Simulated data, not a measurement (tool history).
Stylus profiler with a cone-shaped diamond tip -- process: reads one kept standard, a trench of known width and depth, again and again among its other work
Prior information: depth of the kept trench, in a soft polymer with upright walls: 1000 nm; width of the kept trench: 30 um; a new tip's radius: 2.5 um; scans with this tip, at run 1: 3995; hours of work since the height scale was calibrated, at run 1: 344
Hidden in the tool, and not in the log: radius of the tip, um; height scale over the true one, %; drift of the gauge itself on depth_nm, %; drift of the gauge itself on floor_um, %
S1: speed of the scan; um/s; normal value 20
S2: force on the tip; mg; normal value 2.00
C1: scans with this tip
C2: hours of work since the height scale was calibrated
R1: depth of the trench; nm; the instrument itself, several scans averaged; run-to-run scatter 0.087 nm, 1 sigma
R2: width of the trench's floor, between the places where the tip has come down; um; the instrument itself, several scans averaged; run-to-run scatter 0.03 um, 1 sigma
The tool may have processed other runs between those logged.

Run 1, hour 0.0: usual settings; C1 3995; C2 344. Result: R1 1006.32 nm, R2 25.97 um.
Run 2, hour 40.4: usual settings; C1 4326; C2 372. Result: R1 1006.12 nm, R2 25.89 um.
Run 3, hour 60.2: usual settings but S2 0.86 mg; C1 4488; C2 386. Result: R1 1003.66 nm, R2 25.85 um.
Run 4, hour 87.2: usual settings; C1 4709; C2 405. Result: R1 1006.07 nm, R2 25.84 um.
Run 5, hour 121.9: usual settings; C1 4993; C2 430. Result: R1 1006.06 nm, R2 25.91 um.
Run 6, hour 141.9: usual settings; C1 5156; C2 444. Result: R1 1006.12 nm, R2 25.91 um.
Run 7, hour 182.4: usual settings; C1 5488; C2 472. Result: R1 1006.14 nm, R2 25.88 um.
Run 8, hour 216.6: usual settings; C1 5768; C2 496. Result: R1 1006.14 nm, R2 25.91 um.
Run 9, hour 250.3: usual settings but S2 0.94 mg; C1 6043; C2 520. Result: R1 1003.79 nm, R2 25.80 um.
Run 10, hour 288.4: usual settings but S2 0.94 mg; C1 6354; C2 547. Result: R1 1003.85 nm, R2 25.85 um.
Run 11, hour 308.3: usual settings but S2 0.94 mg; C1 6517; C2 561. Result: R1 1003.78 nm, R2 25.84 um.
Run 12, hour 329.2: usual settings but S2 2.43 mg; C1 6688; C2 576. Result: R1 1007.19 nm, R2 25.91 um.
Run 13, hour 366.1: usual settings but S2 2.43 mg; C1 6990; C2 602. Result: R1 1006.99 nm, R2 25.89 um.
Run 14, hour 401.5: usual settings but S2 2.43 mg; C1 7280; C2 627. Result: R1 1007.08 nm, R2 25.89 um.
Run 15, hour 427.9: usual settings; C1 7496; C2 645. Result: R1 1006.32 nm, R2 25.94 um.
Run 16, hour 467.8: usual settings but S1 34 um/s; C1 7822; C2 673. Result: R1 1006.18 nm, R2 25.82 um.
Run 17, hour 497.3: usual settings; C1 8064; C2 694. Result: R1 1006.35 nm, R2 25.90 um.
Run 18, hour 520.3: usual settings; C1 8252; C2 710. Result: R1 1006.21 nm, R2 25.89 um.
Run 19, hour 560.9: usual settings; C1 8584; C2 739. Result: R1 1006.32 nm, R2 25.92 um.
Run 20, hour 599.1: usual settings; C1 8896; C2 766. Result: R1 1006.17 nm, R2 25.88 um.
Run 21, hour 641.1: usual settings; C1 9240; C2 795. Result: R1 1006.16 nm, R2 25.90 um.
Run 22, hour 673.1: usual settings but S1 59 um/s, S2 0.93 mg; C1 9502; C2 818. Result: R1 1003.69 nm, R2 25.56 um.
At hour 692.5: height scale calibrated on a step standard.
Run 23, hour 694.3: usual settings but S1 8 um/s, S2 2.01 mg; C1 9671; C2 1. Result: R1 1006.17 nm, R2 25.94 um.
Run 24, hour 721.7: usual settings but S1 8 um/s, S2 2.01 mg; C1 9895; C2 21. Result: R1 1006.16 nm, R2 25.92 um.
Run 25, hour 740.2: usual settings but S1 8 um/s, S2 2.01 mg; C1 10047; C2 34. Result: R1 1006.20 nm, R2 25.97 um.
Run 26, hour 771.7: usual settings but S1 8 um/s, S2 2.01 mg; C1 10304; C2 56. Result: R1 1006.30 nm, R2 25.95 um.
Run 27, hour 806.2: usual settings but S1 8 um/s, S2 4.99 mg; C1 10587; C2 80. Result: R1 1011.29 nm, R2 25.95 um.
Run 28, hour 826.5: usual settings but S1 8 um/s, S2 4.99 mg; C1 10753; C2 94. Result: R1 1011.35 nm, R2 25.94 um.
Run 29, hour 854.8: usual settings but S1 8 um/s, S2 4.99 mg; C1 10984; C2 114. Result: R1 1011.35 nm, R2 25.97 um.
Run 30, hour 880.2: usual settings but S1 22 um/s; C1 11192; C2 132. Result: R1 1006.06 nm, R2 25.85 um.
Run 31, hour 898.1: usual settings but S1 22 um/s; C1 11339; C2 145. Result: R1 1005.96 nm, R2 25.91 um.
Run 32, hour 923.1: usual settings but S1 75 um/s, S2 1.15 mg; C1 11543; C2 162. Result: R1 1004.28 nm, R2 25.59 um.
Run 33, hour 964.8: usual settings but S1 24 um/s, S2 0.74 mg; C1 11884; C2 192. Result: R1 1003.33 nm, R2 25.87 um.
Run 34, hour 993.2: usual settings but S1 8 um/s, S2 5.58 mg; C1 12116; C2 212. Result: R1 1012.15 nm, R2 25.98 um.
Run 35, hour 1029.3: usual settings but S1 13 um/s, S2 2.14 mg; C1 12412; C2 237. Result: R1 1006.46 nm, R2 25.89 um.
Run 36, hour 1053.7: usual settings but S2 0.71 mg; C1 12611; C2 254. Result: R1 1003.20 nm, R2 25.86 um.
Run 37, hour 1092.0: usual settings but S1 37 um/s, S2 2.90 mg; C1 12924; C2 281. Result: R1 1007.80 nm, R2 25.89 um.
Run 38, hour 1128.2: usual settings but S1 8 um/s, S2 0.82 mg; C1 13221; C2 307. Result: R1 1003.38 nm, R2 25.95 um.
Run 39, hour 1157.0: usual settings but S1 9 um/s, S2 1.68 mg; C1 13456; C2 327. Result: R1 1005.37 nm, R2 25.97 um.
Run 40, hour 1197.5: usual settings but S1 9 um/s, S2 1.68 mg; C1 13787; C2 356. Result: R1 1005.48 nm, R2 25.94 um.
Run 41, hour 1223.6: usual settings but S1 5 um/s, S2 4.91 mg; C1 14001; C2 374. Result: R1 1011.23 nm, R2 25.99 um.

Describe how what the log doesn't record of the tool's condition differs between the last listed run preceding each entry between runs and the first listed run following it.
After run 22, before run 23: height scale calibrated on a step standard (hour 692.5)
  height scale over the true one, %: 0.002 -> 0
